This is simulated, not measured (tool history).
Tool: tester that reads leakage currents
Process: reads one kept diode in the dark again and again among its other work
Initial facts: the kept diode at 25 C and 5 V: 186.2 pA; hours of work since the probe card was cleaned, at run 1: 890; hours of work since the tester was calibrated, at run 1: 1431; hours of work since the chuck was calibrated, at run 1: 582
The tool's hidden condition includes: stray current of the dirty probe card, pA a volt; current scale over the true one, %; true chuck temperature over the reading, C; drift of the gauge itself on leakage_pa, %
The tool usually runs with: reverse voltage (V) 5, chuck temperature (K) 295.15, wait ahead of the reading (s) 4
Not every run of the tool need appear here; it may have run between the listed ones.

run     day  reverse voltage (V)  chuck temperature (K)  wait ahead of the reading (s)  hours of work since the probe card was cleaned  hours of work since the tester was calibrated  hours of work since the chuck was calibrated  current that the tester gives (pA)
  1       0                    5                 295.15                              4                                             890                                           1431                                           582                              169.95
  2   9.917                    5                 295.15                              4                                             994                                           1535                                           686                              174.28
  3  14.262                    5                 295.15                              4                                            1039                                           1580                                           731                               176.4
     18.296  -- chuck's temperature calibrated
  4  20.529                    5                 295.15                           0.69                                            1104                                           1645                                            23                              205.81
  5  26.083                    5                 295.15                           0.69                                            1162                                           1703                                            81                              209.15
  6  30.317                    5                 295.15                           0.69                                            1206                                           1747                                           126                              212.44
  7  36.371                    5                 295.15                           0.69                                            1269                                           1810                                           189                              215.21
  8  41.838                10.63                 295.15                              4                                            1326                                           1867                                           246                              314.13
  9  49.762                    5                 295.15                           0.48                                            1409                                           1950                                           329                              223.86
 10  57.125                 2.94                 295.15                              4                                            1486                                           2027                                           405                              173.79
     58.554  -- probe card cleaned and baked
     61.908  -- chuck's temperature calibrated, once more
 11  67.288                 2.94                 295.15                              4                                              90                                           2131                                            56                               110.6
 12  73.375                 1.57                 321.15                           8.07                                             154                                           2194                                           120                              752.74

Predict the results of run 13:
 13  80.188                 6.72                 295.15                              4                                             225                                           2265                                           191                                   ?

{"run 13": {"current that the tester gives (pA)": 169.95}}
The same run, on a tool lacking any hidden state, would have yielded current that the tester gives (pA) 162.83.
